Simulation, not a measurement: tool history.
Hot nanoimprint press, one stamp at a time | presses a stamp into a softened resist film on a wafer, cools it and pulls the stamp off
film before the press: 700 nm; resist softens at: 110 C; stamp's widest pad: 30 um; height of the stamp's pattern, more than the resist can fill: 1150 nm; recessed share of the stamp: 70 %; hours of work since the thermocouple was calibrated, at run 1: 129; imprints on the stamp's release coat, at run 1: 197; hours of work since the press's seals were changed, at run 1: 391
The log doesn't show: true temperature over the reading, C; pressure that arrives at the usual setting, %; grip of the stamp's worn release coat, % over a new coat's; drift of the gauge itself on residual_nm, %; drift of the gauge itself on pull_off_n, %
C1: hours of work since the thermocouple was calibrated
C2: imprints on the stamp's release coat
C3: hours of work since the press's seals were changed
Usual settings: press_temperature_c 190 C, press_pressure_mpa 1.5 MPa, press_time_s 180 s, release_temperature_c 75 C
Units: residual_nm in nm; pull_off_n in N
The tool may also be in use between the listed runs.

{"run": 1, "day": 0.0, "press_temperature_c": 190, "press_pressure_mpa": 1.5, "press_time_s": 180, "release_temperature_c": 75, "C1": 129, "C2": 197, "C3": 391, "residual_nm": 342.3, "pull_off_n": 223}
{"run": 2, "day": 0.579, "press_temperature_c": 190, "press_pressure_mpa": 1.5, "press_time_s": 180, "release_temperature_c": 75, "C1": 138, "C2": 261, "C3": 400, "residual_nm": 343.2, "pull_off_n": 214}
{"run": 3, "day": 1.454, "press_temperature_c": 190, "press_pressure_mpa": 2.19, "press_time_s": 180, "release_temperature_c": 75, "C1": 151, "C2": 356, "C3": 414, "residual_nm": 293.5, "pull_off_n": 221}
{"run": 4, "day": 2.029, "press_temperature_c": 190, "press_pressure_mpa": 1.5, "press_time_s": 180, "release_temperature_c": 75, "C1": 160, "C2": 419, "C3": 422, "residual_nm": 344.8, "pull_off_n": 229}
{"run": 5, "day": 2.821, "press_temperature_c": 190, "press_pressure_mpa": 1.5, "press_time_s": 180, "release_temperature_c": 75, "C1": 172, "C2": 505, "C3": 435, "residual_nm": 344.3, "pull_off_n": 223}
{"run": 6, "day": 3.275, "press_temperature_c": 190, "press_pressure_mpa": 1.5, "press_time_s": 180, "release_temperature_c": 75, "C1": 179, "C2": 555, "C3": 442, "residual_nm": 343.5, "pull_off_n": 224}
{"run": 7, "day": 4.225, "press_temperature_c": 190, "press_pressure_mpa": 1.5, "press_time_s": 180, "release_temperature_c": 74, "C1": 194, "C2": 658, "C3": 456, "residual_nm": 344, "pull_off_n": 230}
{"run": 8, "day": 4.9, "press_temperature_c": 190, "press_pressure_mpa": 1.5, "press_time_s": 180, "release_temperature_c": 75, "C1": 204, "C2": 732, "C3": 466, "residual_nm": 346.1, "pull_off_n": 235}
{"run": 9, "day": 5.804, "press_temperature_c": 190, "press_pressure_mpa": 1.5, "press_time_s": 114, "release_temperature_c": 75, "C1": 218, "C2": 831, "C3": 480, "residual_nm": 405.9, "pull_off_n": 232}
{"run": 10, "day": 6.783, "press_temperature_c": 190, "press_pressure_mpa": 1.5, "press_time_s": 180, "release_temperature_c": 75, "C1": 233, "C2": 937, "C3": 495, "residual_nm": 347.3, "pull_off_n": 242}
{"run": 11, "day": 7.767, "press_temperature_c": 190, "press_pressure_mpa": 1.32, "press_time_s": 100, "release_temperature_c": 75, "C1": 248, "C2": 1045, "C3": 510, "residual_nm": 442.1, "pull_off_n": 248}
{"run": 12, "day": 8.604, "press_temperature_c": 190, "press_pressure_mpa": 1.32, "press_time_s": 100, "release_temperature_c": 75, "C1": 261, "C2": 1136, "C3": 523, "residual_nm": 441.8, "pull_off_n": 240}
{"run": 13, "day": 9.238, "press_temperature_c": 191, "press_pressure_mpa": 1.32, "press_time_s": 201, "release_temperature_c": 75, "C1": 271, "C2": 1205, "C3": 533, "residual_nm": 336.2, "pull_off_n": 252}
{"run": 14, "day": 10.125, "press_temperature_c": 190, "press_pressure_mpa": 2.07, "press_time_s": 180, "release_temperature_c": 75, "C1": 285, "C2": 1302, "C3": 547, "residual_nm": 305.1, "pull_off_n": 255}
{"run": 15, "day": 10.812, "press_temperature_c": 199, "press_pressure_mpa": 2.07, "press_time_s": 247, "release_temperature_c": 75, "C1": 295, "C2": 1377, "C3": 557, "residual_nm": 174.7, "pull_off_n": 252}
{"run": 16, "day": 11.3, "press_temperature_c": 199, "press_pressure_mpa": 1.47, "press_time_s": 156, "release_temperature_c": 75, "C1": 303, "C2": 1430, "C3": 565, "residual_nm": 251.8, "pull_off_n": 259}
{"day": 11.654, "done": "plate thermocouple calibrated"}
{"run": 17, "day": 12.221, "press_temperature_c": 201, "press_pressure_mpa": 1.09, "press_time_s": 303, "release_temperature_c": 61, "C1": 9, "C2": 1517, "C3": 577, "residual_nm": 193.3, "pull_off_n": 288}

3 ways to go on from here, each from the tool as it stands after run 17. What would each give?
{"run": "A", "day": 12.708, "press_temperature_c": 191, "press_pressure_mpa": 1.5, "press_time_s": 132, "release_temperature_c": 69, "C1": 16, "C2": 1570, "C3": 584, "residual_nm": "?", "pull_off_n": "?"}
{"run": "B", "day": 12.708, "press_temperature_c": 187, "press_pressure_mpa": 1.5, "press_time_s": 180, "release_temperature_c": 63, "C1": 16, "C2": 1570, "C3": 584, "residual_nm": "?", "pull_off_n": "?"}
{"run": "C", "day": 12.708, "press_temperature_c": 190, "press_pressure_mpa": 1.49, "press_time_s": 180, "release_temperature_c": 70, "C1": 16, "C2": 1570, "C3": 584, "residual_nm": "?", "pull_off_n": "?"}

run=A residual_nm=363.2 pull_off_n=274
run=B residual_nm=383.6 pull_off_n=277
run=C residual_nm=339.4 pull_off_n=272
Without the tool's hidden state the same runs would have given:
run=A residual_nm=362.8 pull_off_n=223
run=B residual_nm=383.3 pull_off_n=226
run=C residual_nm=339 pull_off_n=222
